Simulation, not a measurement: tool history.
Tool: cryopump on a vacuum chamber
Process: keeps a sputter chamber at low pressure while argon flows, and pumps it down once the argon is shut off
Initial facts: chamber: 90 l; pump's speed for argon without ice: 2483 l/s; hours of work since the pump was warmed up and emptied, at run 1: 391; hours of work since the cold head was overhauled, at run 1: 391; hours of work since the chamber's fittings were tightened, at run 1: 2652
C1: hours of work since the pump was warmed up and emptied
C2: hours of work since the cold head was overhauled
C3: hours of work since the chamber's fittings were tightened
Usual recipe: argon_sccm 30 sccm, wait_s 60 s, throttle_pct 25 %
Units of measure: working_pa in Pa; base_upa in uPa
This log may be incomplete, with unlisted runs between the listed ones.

{"run": 1, "day": 0.0, "argon_sccm": 30, "wait_s": 60, "throttle_pct": 25, "C1": 391, "C2": 391, "C3": 2652, "working_pa": 0.0867, "base_upa": 0.62}
{"run": 2, "day": 0.708, "argon_sccm": 30, "wait_s": 60, "throttle_pct": 25, "C1": 401, "C2": 401, "C3": 2662, "working_pa": 0.0864, "base_upa": 0.63}
{"run": 3, "day": 1.479, "argon_sccm": 30, "wait_s": 60, "throttle_pct": 25, "C1": 412, "C2": 412, "C3": 2673, "working_pa": 0.0855, "base_upa": 0.65}
{"run": 4, "day": 2.079, "argon_sccm": 57, "wait_s": 60, "throttle_pct": 25, "C1": 420, "C2": 420, "C3": 2681, "working_pa": 0.1647, "base_upa": 0.65}
{"run": 5, "day": 2.642, "argon_sccm": 30, "wait_s": 60, "throttle_pct": 25, "C1": 428, "C2": 428, "C3": 2689, "working_pa": 0.0869, "base_upa": 0.63}
{"run": 6, "day": 3.042, "argon_sccm": 30, "wait_s": 60, "throttle_pct": 25, "C1": 433, "C2": 433, "C3": 2694, "working_pa": 0.0857, "base_upa": 0.69}
{"run": 7, "day": 3.742, "argon_sccm": 30, "wait_s": 60, "throttle_pct": 25, "C1": 443, "C2": 443, "C3": 2704, "working_pa": 0.0861, "base_upa": 0.64}
{"run": 8, "day": 4.412, "argon_sccm": 30, "wait_s": 60, "throttle_pct": 25, "C1": 452, "C2": 452, "C3": 2713, "working_pa": 0.0871, "base_upa": 0.67}
{"run": 9, "day": 4.962, "argon_sccm": 30, "wait_s": 60, "throttle_pct": 25, "C1": 460, "C2": 460, "C3": 2720, "working_pa": 0.0865, "base_upa": 0.65}
{"run": 10, "day": 5.633, "argon_sccm": 46, "wait_s": 60, "throttle_pct": 25, "C1": 469, "C2": 469, "C3": 2730, "working_pa": 0.1334, "base_upa": 0.71}
{"run": 11, "day": 6.233, "argon_sccm": 46, "wait_s": 60, "throttle_pct": 25, "C1": 477, "C2": 477, "C3": 2738, "working_pa": 0.1334, "base_upa": 0.7}
{"run": 12, "day": 6.883, "argon_sccm": 46, "wait_s": 60, "throttle_pct": 25, "C1": 486, "C2": 486, "C3": 2747, "working_pa": 0.1326, "base_upa": 0.71}
{"run": 13, "day": 7.25, "argon_sccm": 30, "wait_s": 60, "throttle_pct": 25, "C1": 491, "C2": 491, "C3": 2752, "working_pa": 0.0877, "base_upa": 0.7}
{"run": 14, "day": 7.721, "argon_sccm": 30, "wait_s": 128, "throttle_pct": 25, "C1": 497, "C2": 497, "C3": 2758, "working_pa": 0.0872, "base_upa": 0.59}
{"run": 15, "day": 8.338, "argon_sccm": 30, "wait_s": 128, "throttle_pct": 25, "C1": 506, "C2": 506, "C3": 2767, "working_pa": 0.0879, "base_upa": 0.58}
{"run": 16, "day": 8.712, "argon_sccm": 30, "wait_s": 60, "throttle_pct": 56, "C1": 511, "C2": 511, "C3": 2772, "working_pa": 0.0419, "base_upa": 0.71}
{"run": 17, "day": 9.317, "argon_sccm": 30, "wait_s": 60, "throttle_pct": 25, "C1": 519, "C2": 519, "C3": 2780, "working_pa": 0.088, "base_upa": 0.68}
{"run": 18, "day": 10.0, "argon_sccm": 34, "wait_s": 21, "throttle_pct": 17, "C1": 529, "C2": 529, "C3": 2790, "working_pa": 0.1419, "base_upa": 1.07}
{"run": 19, "day": 10.538, "argon_sccm": 59, "wait_s": 21, "throttle_pct": 39, "C1": 536, "C2": 536, "C3": 2797, "working_pa": 0.1144, "base_upa": 1.08}
{"run": 20, "day": 11.183, "argon_sccm": 59, "wait_s": 21, "throttle_pct": 39, "C1": 545, "C2": 545, "C3": 2806, "working_pa": 0.1151, "base_upa": 1.05}
{"run": 21, "day": 11.971, "argon_sccm": 30, "wait_s": 60, "throttle_pct": 15, "C1": 556, "C2": 556, "C3": 2817, "working_pa": 0.1423, "base_upa": 0.73}
{"run": 22, "day": 12.317, "argon_sccm": 30, "wait_s": 22, "throttle_pct": 15, "C1": 561, "C2": 561, "C3": 2822, "working_pa": 0.1429, "base_upa": 1.02}
{"run": 23, "day": 12.967, "argon_sccm": 30, "wait_s": 22, "throttle_pct": 15, "C1": 570, "C2": 570, "C3": 2830, "working_pa": 0.1427, "base_upa": 1.04}
{"run": 24, "day": 13.304, "argon_sccm": 26, "wait_s": 48, "throttle_pct": 15, "C1": 574, "C2": 574, "C3": 2835, "working_pa": 0.123, "base_upa": 0.74}
{"run": 25, "day": 13.662, "argon_sccm": 44, "wait_s": 43, "throttle_pct": 40, "C1": 579, "C2": 579, "C3": 2840, "working_pa": 0.0844, "base_upa": 0.8}
{"run": 26, "day": 14.358, "argon_sccm": 30, "wait_s": 60, "throttle_pct": 30, "C1": 589, "C2": 589, "C3": 2850, "working_pa": 0.0746, "base_upa": 0.7}
{"run": 27, "day": 14.883, "argon_sccm": 15, "wait_s": 216, "throttle_pct": 35, "C1": 596, "C2": 596, "C3": 2857, "working_pa": 0.0318, "base_upa": 0.58}
{"run": 28, "day": 15.342, "argon_sccm": 15, "wait_s": 216, "throttle_pct": 35, "C1": 602, "C2": 602, "C3": 2863, "working_pa": 0.0328, "base_upa": 0.59}
{"run": 29, "day": 15.675, "argon_sccm": 15, "wait_s": 216, "throttle_pct": 35, "C1": 607, "C2": 607, "C3": 2868, "working_pa": 0.0322, "base_upa": 0.59}
{"run": 30, "day": 16.021, "argon_sccm": 16, "wait_s": 216, "throttle_pct": 30, "C1": 611, "C2": 611, "C3": 2872, "working_pa": 0.0406, "base_upa": 0.59}
{"run": 31, "day": 16.758, "argon_sccm": 16, "wait_s": 216, "throttle_pct": 30, "C1": 622, "C2": 622, "C3": 2882, "working_pa": 0.0398, "base_upa": 0.57}
{"run": 32, "day": 17.238, "argon_sccm": 58, "wait_s": 33, "throttle_pct": 31, "C1": 628, "C2": 628, "C3": 2889, "working_pa": 0.1418, "base_upa": 0.94}
{"run": 33, "day": 17.783, "argon_sccm": 33, "wait_s": 49, "throttle_pct": 24, "C1": 636, "C2": 636, "C3": 2897, "working_pa": 0.1026, "base_upa": 0.78}

Selected run-to-run steps in working_pa, each split into two signed amounts: the part the tool would show with no hidden state at all (from settings, incoming material and random variation), and the remainder, which goes to the hidden state together with any gauge scatter not common to the measured and the hidden-state-free results:
Hidden state at play: pump's speed, % of a pump's without ice; cold plate's temperature, K; leak into the chamber, uPa l/s; drift of the gauge itself on working_pa, %; drift of the gauge itself on base_upa, %.
Run 3 -> 4: argon_sccm 30 -> 57. working_pa +0.0792 Pa: hidden state +0.0042, all else +0.0750.
Run 4 -> 5: argon_sccm 57 -> 30. working_pa -0.0778 Pa: hidden state -0.0040, all else -0.0738.
Run 20 -> 21: argon_sccm 59 -> 30, wait_s 21 -> 60, throttle_pct 39 -> 15. working_pa +0.0272 Pa: hidden state -0.0060, all else +0.0332.
Run 31 -> 32: argon_sccm 16 -> 58, wait_s 216 -> 33, throttle_pct 30 -> 31. working_pa +0.1020 Pa: hidden state +0.0107, all else +0.0913.
Run 32 -> 33: argon_sccm 58 -> 33, wait_s 33 -> 49, throttle_pct 31 -> 24. working_pa -0.0392 Pa: hidden state -0.0062, all else -0.0330.
